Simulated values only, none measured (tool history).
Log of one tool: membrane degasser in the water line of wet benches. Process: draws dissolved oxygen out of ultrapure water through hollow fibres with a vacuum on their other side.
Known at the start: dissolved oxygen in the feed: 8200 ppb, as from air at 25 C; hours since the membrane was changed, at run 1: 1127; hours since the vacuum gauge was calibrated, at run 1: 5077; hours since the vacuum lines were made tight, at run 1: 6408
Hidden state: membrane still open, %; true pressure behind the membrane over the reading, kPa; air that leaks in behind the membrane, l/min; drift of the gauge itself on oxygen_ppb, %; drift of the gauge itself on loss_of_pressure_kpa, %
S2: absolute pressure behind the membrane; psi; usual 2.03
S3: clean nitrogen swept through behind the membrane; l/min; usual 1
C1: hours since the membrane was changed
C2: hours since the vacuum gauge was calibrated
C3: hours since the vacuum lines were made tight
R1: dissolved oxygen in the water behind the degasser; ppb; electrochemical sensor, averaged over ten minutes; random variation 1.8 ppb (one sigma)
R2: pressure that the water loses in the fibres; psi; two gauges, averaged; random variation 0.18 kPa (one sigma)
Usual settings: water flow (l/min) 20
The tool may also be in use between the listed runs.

Run 1, hour 0: usual settings; C1 1127; C2 5077; C3 6408. Result: R1 501.5 ppb, R2 4.438 psi.
Run 2, hour 37.6: usual settings but S3 1.46 l/min; C1 1164; C2 5114; C3 6446. Result: R1 371.2 ppb, R2 4.445 psi.
Run 3, hour 75.7: usual settings but S3 1.46 l/min; C1 1202; C2 5152; C3 6484. Result: R1 374.2 ppb, R2 4.441 psi.
Run 4, hour 101.4: usual settings but S3 1.46 l/min; C1 1228; C2 5178; C3 6509. Result: R1 372.3 ppb, R2 4.431 psi.
Run 5, hour 136.7: usual settings but S3 1.46 l/min; C1 1263; C2 5213; C3 6545. Result: R1 372.4 ppb, R2 4.437 psi.
Run 6, hour 181.1: usual settings; C1 1308; C2 5258; C3 6589. Result: R1 506.9 ppb, R2 4.393 psi.
At hour 203.2: seals of the vacuum lines changed.
Run 7, hour 227.4: usual settings; C1 1352; C2 5302; C3 24. Result: R1 493.5 ppb, R2 4.437 psi.
Run 8, hour 275.3: usual settings; C1 1400; C2 5350; C3 72. Result: R1 493 ppb, R2 4.461 psi.
Run 9, hour 318.6: usual settings; C1 1443; C2 5393; C3 115. Result: R1 493.6 ppb, R2 4.464 psi.
Run 10, hour 362.3: usual settings; C1 1487; C2 5437; C3 159. Result: R1 490.9 ppb, R2 4.457 psi.
Run 11, hour 391.1: usual settings but S2 1.48 psi; C1 1516; C2 5466; C3 188. Result: R1 338.4 ppb, R2 4.445 psi.
Run 12, hour 436.7: usual settings; C1 1561; C2 5511; C3 234. Result: R1 492.2 ppb, R2 4.416 psi.
Run 13, hour 484.8: usual settings; C1 1610; C2 5560; C3 282. Result: R1 494.4 ppb, R2 4.472 psi.
Run 14, hour 506.8: usual settings; C1 1632; C2 5582; C3 304. Result: R1 492.1 ppb, R2 4.49 psi.
Run 15, hour 528.8: usual settings but S2 3.26 psi, S3 0.91 l/min; C1 1654; C2 5603; C3 326. Result: R1 886.1 ppb, R2 4.489 psi.
Run 16, hour 567.9: usual settings but S2 3.26 psi, S3 0.91 l/min; C1 1693; C2 5643; C3 365. Result: R1 885.6 ppb, R2 4.419 psi.
Run 17, hour 611.2: usual settings but water flow (l/min) 22, S2 4.09 psi, S3 0.46 l/min; C1 1736; C2 5686; C3 408. Result: R1 1925.5 ppb, R2 4.912 psi.
Run 18, hour 654.6: usual settings but water flow (l/min) 24, S2 4.09 psi, S3 1.24 l/min; C1 1779; C2 5729; C3 451. Result: R1 1028.5 ppb, R2 5.369 psi.
Run 19, hour 702.9: usual settings but water flow (l/min) 13, S2 4.09 psi, S3 1.24 l/min; C1 1828; C2 5778; C3 500. Result: R1 585 ppb, R2 2.918 psi.
Run 20, hour 737.3: usual settings but water flow (l/min) 19, S2 4.09 psi, S3 1.24 l/min; C1 1862; C2 5812; C3 534. Result: R1 823.6 ppb, R2 4.25 psi.
Run 21, hour 785.1: usual settings but water flow (l/min) 19, S2 4.09 psi, S3 1.24 l/min; C1 1910; C2 5860; C3 582. Result: R1 825.2 ppb, R2 4.221 psi.
Run 22, hour 830.1: usual settings but water flow (l/min) 21, S2 3.9 psi, S3 0.6 l/min; C1 1955; C2 5905; C3 627. Result: R1 1492.1 ppb, R2 4.706 psi.
Run 23, hour 878.8: usual settings but water flow (l/min) 30, S2 1.23 psi, S3 1.15 l/min; C1 2004; C2 5953; C3 676. Result: R1 432 ppb, R2 6.693 psi.
Run 24, hour 912.3: usual settings but water flow (l/min) 30, S2 1.23 psi, S3 1.15 l/min; C1 2037; C2 5987; C3 709. Result: R1 432.8 ppb, R2 6.736 psi.
Run 25, hour 946: usual settings but water flow (l/min) 14, S2 3.51 psi, S3 1.15 l/min; C1 2071; C2 6021; C3 743. Result: R1 573.2 ppb, R2 3.14 psi.
Run 26, hour 985.7: usual settings but water flow (l/min) 14, S2 3.51 psi, S3 1.15 l/min; C1 2110; C2 6060; C3 783. Result: R1 573.3 ppb, R2 3.163 psi.

4 ways to go on from here, each from the tool as it stands after run 26. What would each give?
Run A, hour 1017: usual settings but water flow (l/min) 16, S2 3.35 psi, S3 0.88 l/min; C1 2142; C2 6092; C3 814. Result: R1 ?, R2 ?.
Run B, hour 1017: usual settings but S2 2.29 psi, S3 1.05 l/min; C1 2142; C2 6092; C3 814. Result: R1 ?, R2 ?.
Run C, hour 1017: usual settings but S2 3.02 psi, S3 0.65 l/min; C1 2142; C2 6092; C3 814. Result: R1 ?, R2 ?.
Run D, hour 1017: usual settings but water flow (l/min) 14, S2 3.51 psi, S3 1.15 l/min; C1 2142; C2 6092; C3 814. Result: R1 ?, R2 ?.

run      R1     R2
  A   769.8   3.58
  B   543.9  4.486
  C  1055.7  4.489
  D   574.2   3.15
Without the tool's hidden state the same runs would have given:
run      R1     R2
  A   757.5  3.501
  B   530.3  4.389
  C  1038.9   4.39
  D   564.7  3.082
